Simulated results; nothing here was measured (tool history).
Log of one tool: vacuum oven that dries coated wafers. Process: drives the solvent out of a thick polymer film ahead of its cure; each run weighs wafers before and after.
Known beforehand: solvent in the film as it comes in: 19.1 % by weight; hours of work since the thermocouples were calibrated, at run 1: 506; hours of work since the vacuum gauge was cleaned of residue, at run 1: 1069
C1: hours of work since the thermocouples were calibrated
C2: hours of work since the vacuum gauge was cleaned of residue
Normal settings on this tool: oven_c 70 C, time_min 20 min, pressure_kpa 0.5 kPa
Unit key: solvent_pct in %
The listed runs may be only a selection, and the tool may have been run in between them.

{"run": 1, "hour": 0.0, "oven_c": 70, "time_min": 20, "pressure_kpa": 0.5, "C1": 506, "C2": 1069, "solvent_pct": 1.81}
{"run": 2, "hour": 59.0, "oven_c": 82, "time_min": 20, "pressure_kpa": 0.5, "C1": 547, "C2": 1110, "solvent_pct": 0.52}
{"run": 3, "hour": 110.2, "oven_c": 63, "time_min": 20, "pressure_kpa": 0.5, "C1": 583, "C2": 1146, "solvent_pct": 3.67}
{"run": 4, "hour": 150.7, "oven_c": 63, "time_min": 20, "pressure_kpa": 0.5, "C1": 611, "C2": 1174, "solvent_pct": 3.62}
{"run": 5, "hour": 198.2, "oven_c": 63, "time_min": 20, "pressure_kpa": 0.5, "C1": 644, "C2": 1207, "solvent_pct": 3.54}
{"run": 6, "hour": 266.0, "oven_c": 63, "time_min": 20, "pressure_kpa": 1.889, "C1": 692, "C2": 1255, "solvent_pct": 4.57}
{"run": 7, "hour": 342.7, "oven_c": 63, "time_min": 20, "pressure_kpa": 1.889, "C1": 745, "C2": 1308, "solvent_pct": 4.77}
{"run": 8, "hour": 389.4, "oven_c": 70, "time_min": 20, "pressure_kpa": 0.5, "C1": 778, "C2": 1341, "solvent_pct": 1.97}
{"run": 9, "hour": 443.5, "oven_c": 70, "time_min": 20, "pressure_kpa": 0.5, "C1": 815, "C2": 1378, "solvent_pct": 1.91}
{"run": 10, "hour": 485.2, "oven_c": 70, "time_min": 20, "pressure_kpa": 0.5, "C1": 844, "C2": 1407, "solvent_pct": 2}
{"run": 11, "hour": 530.7, "oven_c": 70, "time_min": 20, "pressure_kpa": 0.5, "C1": 876, "C2": 1439, "solvent_pct": 2.08}
{"run": 12, "hour": 569.6, "oven_c": 70, "time_min": 20, "pressure_kpa": 0.5, "C1": 903, "C2": 1466, "solvent_pct": 1.96}
{"run": 13, "hour": 629.2, "oven_c": 70, "time_min": 20, "pressure_kpa": 0.5, "C1": 945, "C2": 1508, "solvent_pct": 2.06}
{"run": 14, "hour": 702.3, "oven_c": 70, "time_min": 20, "pressure_kpa": 0.5, "C1": 996, "C2": 1559, "solvent_pct": 2.09}
{"run": 15, "hour": 761.8, "oven_c": 70, "time_min": 20, "pressure_kpa": 0.5, "C1": 1037, "C2": 1600, "solvent_pct": 2.18}
{"run": 16, "hour": 799.1, "oven_c": 70, "time_min": 20, "pressure_kpa": 0.5, "C1": 1063, "C2": 1626, "solvent_pct": 2.14}
{"run": 17, "hour": 873.1, "oven_c": 70, "time_min": 20, "pressure_kpa": 0.5, "C1": 1115, "C2": 1678, "solvent_pct": 2.09}
{"run": 18, "hour": 932.5, "oven_c": 70, "time_min": 20, "pressure_kpa": 0.303, "C1": 1156, "C2": 1719, "solvent_pct": 2.01}
{"run": 19, "hour": 985.6, "oven_c": 70, "time_min": 20, "pressure_kpa": 0.303, "C1": 1193, "C2": 1756, "solvent_pct": 2.02}
{"run": 20, "hour": 1054.7, "oven_c": 70, "time_min": 20, "pressure_kpa": 0.303, "C1": 1241, "C2": 1805, "solvent_pct": 2.01}
{"run": 21, "hour": 1111.2, "oven_c": 70, "time_min": 20, "pressure_kpa": 0.5, "C1": 1281, "C2": 1844, "solvent_pct": 2.2}
{"run": 22, "hour": 1147.9, "oven_c": 70, "time_min": 20, "pressure_kpa": 0.5, "C1": 1306, "C2": 1869, "solvent_pct": 2.17}
{"hour": 1165.6, "done": "oven's thermocouples calibrated"}
{"run": 23, "hour": 1189.5, "oven_c": 70, "time_min": 20, "pressure_kpa": 0.5, "C1": 17, "C2": 1897, "solvent_pct": 1.68}
{"run": 24, "hour": 1229.6, "oven_c": 80, "time_min": 12, "pressure_kpa": 0.935, "C1": 45, "C2": 1925, "solvent_pct": 1.67}
{"run": 25, "hour": 1292.9, "oven_c": 80, "time_min": 11, "pressure_kpa": 0.767, "C1": 89, "C2": 1969, "solvent_pct": 1.9}
{"run": 26, "hour": 1329.2, "oven_c": 80, "time_min": 11, "pressure_kpa": 0.767, "C1": 114, "C2": 1995, "solvent_pct": 1.9}
{"run": 27, "hour": 1383.1, "oven_c": 80, "time_min": 11, "pressure_kpa": 0.767, "C1": 152, "C2": 2032, "solvent_pct": 1.87}
{"run": 28, "hour": 1423.4, "oven_c": 62, "time_min": 28, "pressure_kpa": 0.36, "C1": 180, "C2": 2060, "solvent_pct": 2.25}
{"run": 29, "hour": 1481.1, "oven_c": 82, "time_min": 11, "pressure_kpa": 0.314, "C1": 220, "C2": 2100, "solvent_pct": 1.42}
{"hour": 1511.5, "done": "vacuum gauge cleaned of residue and calibrated"}
{"run": 30, "hour": 1555.8, "oven_c": 82, "time_min": 34, "pressure_kpa": 1.997, "C1": 271, "C2": 31, "solvent_pct": 0.75}
{"run": 31, "hour": 1617.6, "oven_c": 67, "time_min": 32, "pressure_kpa": 0.5, "C1": 314, "C2": 74, "solvent_pct": 0.96}
{"run": 32, "hour": 1675.7, "oven_c": 70, "time_min": 32, "pressure_kpa": 0.5, "C1": 355, "C2": 114, "solvent_pct": 0.61}
{"run": 33, "hour": 1732.3, "oven_c": 70, "time_min": 12, "pressure_kpa": 0.5, "C1": 394, "C2": 154, "solvent_pct": 3.87}
{"run": 34, "hour": 1779.1, "oven_c": 70, "time_min": 12, "pressure_kpa": 0.5, "C1": 427, "C2": 187, "solvent_pct": 3.89}
{"run": 35, "hour": 1833.7, "oven_c": 70, "time_min": 27, "pressure_kpa": 0.5, "C1": 465, "C2": 225, "solvent_pct": 0.86}
{"run": 36, "hour": 1893.9, "oven_c": 70, "time_min": 27, "pressure_kpa": 0.5, "C1": 507, "C2": 267, "solvent_pct": 0.93}
{"run": 37, "hour": 1967.8, "oven_c": 70, "time_min": 27, "pressure_kpa": 0.844, "C1": 558, "C2": 318, "solvent_pct": 1.19}
{"run": 38, "hour": 2010.2, "oven_c": 70, "time_min": 13, "pressure_kpa": 0.314, "C1": 588, "C2": 348, "solvent_pct": 3.37}
{"run": 39, "hour": 2045.1, "oven_c": 82, "time_min": 18, "pressure_kpa": 0.966, "C1": 612, "C2": 372, "solvent_pct": 0.64}
{"run": 40, "hour": 2087.9, "oven_c": 70, "time_min": 10, "pressure_kpa": 0.5, "C1": 642, "C2": 402, "solvent_pct": 4.95}
{"run": 41, "hour": 2134.8, "oven_c": 70, "time_min": 10, "pressure_kpa": 0.72, "C1": 675, "C2": 435, "solvent_pct": 5.05}
{"run": 42, "hour": 2208.5, "oven_c": 76, "time_min": 10, "pressure_kpa": 0.27, "C1": 726, "C2": 486, "solvent_pct": 3.2}
{"run": 43, "hour": 2242.3, "oven_c": 70, "time_min": 10, "pressure_kpa": 0.308, "C1": 750, "C2": 510, "solvent_pct": 4.91}
{"run": 44, "hour": 2281.8, "oven_c": 63, "time_min": 10, "pressure_kpa": 0.261, "C1": 777, "C2": 537, "solvent_pct": 7.27}

What differs in the tool's unlogged condition from the final listed run ahead of each entry between runs to the first listed run following it?
In the gap between runs 22 and 23: oven's thermocouples calibrated (hour 1165.6)
  true wafer temperature over the reading, C: -1.9 -> 0.41; true pressure over the reading, kPa: 0.355 -> 0.36
  measured minus no-state result, solvent_pct: +0.6 -> +0.13 %
In the gap between runs 29 and 30: vacuum gauge cleaned of residue and calibrated (hour 1511.5)
  true wafer temperature over the reading, C: 0.1 -> 0.02; true pressure over the reading, kPa: 0.397 -> 0.022
  measured minus no-state result, solvent_pct: +0.12 -> +0.01 %
